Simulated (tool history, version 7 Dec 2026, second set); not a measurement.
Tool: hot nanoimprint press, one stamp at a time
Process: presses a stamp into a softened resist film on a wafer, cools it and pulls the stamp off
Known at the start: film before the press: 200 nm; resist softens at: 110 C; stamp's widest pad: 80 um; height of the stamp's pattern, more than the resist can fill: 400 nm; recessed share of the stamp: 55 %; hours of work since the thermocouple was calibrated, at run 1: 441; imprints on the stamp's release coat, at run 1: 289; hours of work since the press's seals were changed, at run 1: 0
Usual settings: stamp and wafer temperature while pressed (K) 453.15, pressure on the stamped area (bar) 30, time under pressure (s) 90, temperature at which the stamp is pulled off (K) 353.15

run     day  stamp and wafer temperature while pressed (K)  pressure on the stamped area (bar)  time under pressure (s)  temperature at which the stamp is pulled off (K)  hours of work since the thermocouple was calibrated  imprints on the stamp's release coat  hours of work since the press's seals were changed  resist left under the stamp's widest pad (nm)  greatest force while the stamp is pulled off (N)
  1       0                                         453.15                                  30                       90                                            353.15                                                  441                                   289                                                   0                                          119.8                                               173
  2   2.071                                         453.15                                  30                       90                                            353.15                                                  478                                   511                                                  37                                          119.9                                               174
  3   5.229                                         453.15                                  30                       90                                            353.15                                                  534                                   850                                                  93                                          120.5                                               180
      5.512  -- plate thermocouple calibrated
       8.95  -- stamp cleaned and given a new release coat
  4   9.146                                         453.15                                  30                       90                                            353.15                                                   60                                    21                                                 157                                            116                                               155
  5  11.592                                         453.15                                23.4                       90                                            353.15                                                  104                                   284                                                 200                                          128.9                                               165
  6   15.15                                         453.15                                23.4                       90                                            353.15                                                  168                                   665                                                 264                                          128.5                                               175
  7  17.812                                         453.15                                23.4                       90                                            353.15                                                  215                                   951                                                 312                                          129.6                                               185
     20.333  -- stamp cleaned and given a new release coat
  8  21.621                                         453.15                                23.4                       90                                            358.15                                                  279                                   138                                                 375                                          130.7                                               146
  9  24.229                                         451.15                                  30                       90                                            353.15                                                  326                                   418                                                 422                                          126.1                                               171
 10  27.283                                         465.15                                  30                       90                                            353.15                                                  380                                   746                                                 476                                           85.8                                               180
 11  30.675                                         453.15                                  30                       90                                            346.15                                                  441                                  1110                                                 537                                          120.2                                               228
       31.6  -- stamp cleaned and given a new release coat
 12  33.242                                         453.15                                  30                       90                                            346.15                                                  482                                   176                                                 578                                          120.5                                               195
 13  36.146                                         453.15                                  30                       90                                            346.15                                                  534                                   488                                                 630                                          122.2                                               206
     36.479  -- plate thermocouple calibrated
 14  38.175                                         453.15                                  30                       53                                            353.15                                                   30                                   692                                                 664                                            136                                               177
 15  40.729                                         443.15                                  30                       90                                            353.15                                                   76                                   967                                                 710                                          151.2                                               186
     43.067  -- stamp cleaned and given a new release coat
 16  43.821                                         443.15                                  30                       90                                            353.15                                                  127                                    81                                                 761                                          151.3                                               162
     44.888  -- press's hydraulic seals changed and the load cell set to zero
 17  46.888                                         443.15                                  30                       90                                            353.15                                                  176                                   374                                                  36                                          150.4                                               169
 18  48.538                                         443.15                                  30                       90                                            350.15                                                  205                                   551                                                  65                                          150.8                                               188
 19  51.162                                         443.15                                28.9                       90                                            350.15                                                  252                                   833                                                 112                                          153.5                                               200
     54.796  -- stamp cleaned and given a new release coat
 20  54.946                                         453.15                                39.1                       75                                            341.15                                                  315                                    16                                                 175                                          112.4                                               216
 21  58.067                                         453.15                                46.7                       82                                            341.15                                                  371                                   351                                                 231                                          103.7                                               221
 22  60.688                                         453.15                                46.7                       82                                            341.15                                                  418                                   632                                                 278                                          103.5                                               229
 23  63.283                                         453.15                                46.7                      102                                            341.15                                                  464                                   911                                                 324                                           96.2                                               247
     66.058  -- stamp cleaned and given a new release coat
 24  66.954                                         453.15                                46.7                      102                                            341.15                                                  525                                    96                                                 385                                           96.6                                               217
     67.592  -- plate thermocouple calibrated
 25  69.504                                         453.15                                24.1                      176                                            353.15                                                   34                                   356                                                 429                                          102.6                                               173
 26  71.279                                         453.15                                38.6                       94                                            345.15                                                   66                                   547                                                 460                                          104.4                                               206
 27  74.821                                         453.15                                  30                      105                                            353.15                                                  129                                   927                                                 524                                          112.2                                               178
     77.462  -- stamp cleaned and given a new release coat
 28  78.371                                         451.15                                21.1                      105                                            346.15                                                  188                                    98                                                 583                                          134.8                                               189
 29  80.662                                         444.15                                  30                       90                                            353.15                                                  229                                   344                                                 624                                          149.6                                               168

Forecast each of these 3 alternatives for the next run:
  A  82.342                                         444.15                                20.1                      113                                            353.15                                                  259                                   524                                                 654                                              ?                                                 ?
  B  82.342                                         445.15                                20.3                       90                                            338.15                                                  259                                   524                                                 654                                              ?                                                 ?
  C  82.342                                         461.15                                  30                       58                                            353.15                                                  259                                   524                                                 654                                              ?                                                 ?

run  resist left under the stamp's widest pad (nm)  greatest force while the stamp is pulled off (N)
  A                                          156.9                                               174
  B                                          160.1                                               241
  C                                            111                                               176
Without the tool's hidden state the same runs would have given:
run  resist left under the stamp's widest pad (nm)  greatest force while the stamp is pulled off (N)
  A                                          154.3                                               159
  B                                          157.7                                               221
  C                                            108                                               161
